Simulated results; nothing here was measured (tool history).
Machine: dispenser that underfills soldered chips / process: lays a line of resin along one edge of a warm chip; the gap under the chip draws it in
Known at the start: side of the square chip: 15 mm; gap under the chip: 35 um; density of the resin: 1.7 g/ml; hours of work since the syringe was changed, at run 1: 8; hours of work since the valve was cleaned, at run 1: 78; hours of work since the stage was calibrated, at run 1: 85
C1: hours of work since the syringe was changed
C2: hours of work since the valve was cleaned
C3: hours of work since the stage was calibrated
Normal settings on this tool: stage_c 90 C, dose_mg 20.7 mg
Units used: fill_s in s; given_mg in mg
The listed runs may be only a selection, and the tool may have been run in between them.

run 1 day=0.000 | stage_c=90 dose_mg=20.7 | C1=8 C2=78 C3=85 | fill_s=772.1 given_mg=19.55
run 2 day=0.183 | stage_c=90 dose_mg=20.7 | C1=11 C2=80 C3=88 | fill_s=846.6 given_mg=19.75
-- day=0.246 new syringe of resin
run 3 day=0.529 | stage_c=90 dose_mg=20.7 | C1=4 C2=86 C3=93 | fill_s=683.3 given_mg=19.76
run 4 day=0.842 | stage_c=90 dose_mg=20.7 | C1=9 C2=90 C3=97 | fill_s=806.3 given_mg=19.43
-- day=1.004 new syringe of resin
run 5 day=1.029 | stage_c=90 dose_mg=20.7 | C1=0 C2=93 C3=100 | fill_s=603.2 given_mg=19.58
run 6 day=1.258 | stage_c=90 dose_mg=20.7 | C1=4 C2=97 C3=104 | fill_s=696.6 given_mg=19.44
run 7 day=1.446 | stage_c=90 dose_mg=26.0 | C1=7 C2=99 C3=107 | fill_s=756.6 given_mg=24.49
run 8 day=1.625 | stage_c=90 dose_mg=26.0 | C1=10 C2=102 C3=109 | fill_s=836.2 given_mg=24.30
-- day=1.750 new syringe of resin
-- day=1.821 dispensing valve cleaned and set on the balance
run 9 day=1.912 | stage_c=97 dose_mg=19.5 | C1=2 C2=1 C3=113 | fill_s=477.1 given_mg=19.39
run 10 day=2.138 | stage_c=96 dose_mg=19.7 | C1=5 C2=5 C3=116 | fill_s=574.4 given_mg=19.64
run 11 day=2.471 | stage_c=102 dose_mg=21.8 | C1=10 C2=10 C3=121 | fill_s=550.2 given_mg=21.66
-- day=2.554 new syringe of resin
run 12 day=2.742 | stage_c=102 dose_mg=21.8 | C1=3 C2=14 C3=125 | fill_s=423.5 given_mg=21.77
run 13 day=2.908 | stage_c=79 dose_mg=22.2 | C1=6 C2=17 C3=128 | fill_s=1059.2 given_mg=21.98
run 14 day=3.154 | stage_c=79 dose_mg=22.2 | C1=9 C2=20 C3=132 | fill_s=1222.1 given_mg=21.95
-- day=3.296 new syringe of resin
run 15 day=3.438 | stage_c=87 dose_mg=21.1 | C1=2 C2=24 C3=136 | fill_s=722.7 given_mg=20.91

A few steps of fill_s between consecutive runs. Split each: what settings, incoming material and random variation would produce without the hidden state, and what is left over for the hidden state, along with gauge scatter present in only one of the two compared results (measured, and without hidden state):
The tool's hidden condition here consists of: resin's viscosity, % of fresh resin's; dose that the valve gives, % of what is set; true chip temperature over the reading, C; drift of the gauge itself on fill_s, %; drift of the gauge itself on given_mg, %.
Run 12 -> 13: stage_c 102 -> 79, dose_mg 21.8 -> 22.2. fill_s +635.7 s: hidden state +153.9, all else +481.8.
Run 14 -> 15: stage_c 79 -> 87, dose_mg 22.2 -> 21.1, new syringe of resin. fill_s -499.4 s: hidden state -295.0, all else -204.4.
